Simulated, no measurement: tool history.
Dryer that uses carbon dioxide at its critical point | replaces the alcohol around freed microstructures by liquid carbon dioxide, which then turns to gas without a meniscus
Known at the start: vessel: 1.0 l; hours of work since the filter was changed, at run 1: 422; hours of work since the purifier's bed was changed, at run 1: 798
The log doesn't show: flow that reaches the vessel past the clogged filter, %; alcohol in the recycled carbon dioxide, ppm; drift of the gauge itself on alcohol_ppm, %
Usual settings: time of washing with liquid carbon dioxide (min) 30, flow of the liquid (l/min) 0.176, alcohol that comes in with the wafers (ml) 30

| run | day | time of washing with liquid carbon dioxide (min) | flow of the liquid (l/min) | alcohol that comes in with the wafers (ml) | hours of work since the filter was changed | hours of work since the purifier's bed was changed | alcohol left in the vessel before it's heated (ppm by volume) |
|---|---|---|---|---|---|---|---|
| 1 | 0.000 | 30 | 0.176 | 30 | 422 | 798 | 458 |
| 2 | 1.042 | 30 | 0.176 | 30 | 436 | 812 | 465 |
| 3 | 2.921 | 21 | 0.176 | 30 | 462 | 837 | 1468 |
| 4 | 4.479 | 21 | 0.176 | 30 | 482 | 858 | 1476 |
| 5 | 5.912 | 21 | 0.176 | 30 | 502 | 878 | 1452 |
| 6 | 7.262 | 21 | 0.176 | 30 | 520 | 896 | 1485 |
| 7 | 8.525 | 21 | 0.176 | 30 | 537 | 912 | 1511 |
| 8 | 9.583 | 21 | 0.176 | 30 | 551 | 927 | 1510 |
| 9 | 10.808 | 21 | 0.176 | 30 | 567 | 943 | 1558 |
|  | 11.658 | inlet filter changed |
| 10 | 11.867 | 23 | 0.176 | 113 | 3 | 957 | 2905 |

Run 11 comes next. What will it give?
| 11 | 12.975 | 43 | 0.176 | 113 | 18 | 971 | ? |

Run 11 gave alcohol left in the vessel before it's heated (ppm by volume) 251.
Without the tool's hidden state the same run would have given alcohol left in the vessel before it's heated (ppm by volume) 118.
